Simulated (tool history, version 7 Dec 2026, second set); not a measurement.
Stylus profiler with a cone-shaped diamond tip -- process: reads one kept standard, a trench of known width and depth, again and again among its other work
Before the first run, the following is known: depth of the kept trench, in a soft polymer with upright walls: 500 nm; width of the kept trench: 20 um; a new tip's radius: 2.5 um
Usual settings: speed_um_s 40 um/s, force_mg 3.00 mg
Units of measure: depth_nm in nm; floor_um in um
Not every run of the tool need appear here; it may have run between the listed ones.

| run | hour | speed_um_s | force_mg | depth_nm | floor_um |
|---|---|---|---|---|---|
| 1 | 0.0 | 40 | 3.00 | 510.63 | 15.00 |
| 2 | 120.8 | 40 | 3.00 | 510.77 | 14.92 |
| 3 | 251.6 | 40 | 3.00 | 510.80 | 14.84 |
| 4 | 376.8 | 40 | 3.00 | 511.05 | 14.68 |
| 5 | 443.2 | 40 | 3.00 | 511.27 | 14.60 |
|  | 456.7 | height scale calibrated on a step standard |
| 6 | 524.8 | 40 | 3.00 | 512.98 | 14.58 |
| 7 | 600.3 | 13 | 1.19 | 509.38 | 14.58 |
| 8 | 735.0 | 10 | 2.19 | 511.79 | 14.49 |
| 9 | 870.5 | 11 | 8.39 | 521.43 | 14.39 |
|  | 904.6 | new tip fitted, height scale calibrated |
| 10 | 975.2 | 11 | 6.50 | 513.77 | 16.81 |
| 11 | 1073.2 | 17 | 6.09 | 513.29 | 16.69 |
| 12 | 1194.8 | 17 | 6.09 | 513.54 | 16.53 |

Below are 3 alternative next runs, each starting from the tool's condition after run 12. Predict each:
|  | 1213.0 | height scale calibrated on a step standard, once more |
| A | 1256.0 | 129 | 2.38 | ? | ? |
|  | 1213.0 | height scale calibrated on a step standard, once more |
| B | 1256.0 | 17 | 2.15 | ? | ? |
|  | 1213.0 | height scale calibrated on a step standard, once more |
| C | 1256.0 | 12 | 5.69 | ? | ? |

| run | depth_nm | floor_um |
|---|---|---|
| A | 506.88 | 15.83 |
| B | 506.51 | 16.38 |
| C | 512.42 | 16.44 |
Take away the tool's hidden state, keep each run's random variation, and the runs would have read:
| run | depth_nm | floor_um |
|---|---|---|
| A | 506.79 | 16.36 |
| B | 506.41 | 16.90 |
| C | 512.33 | 16.97 |
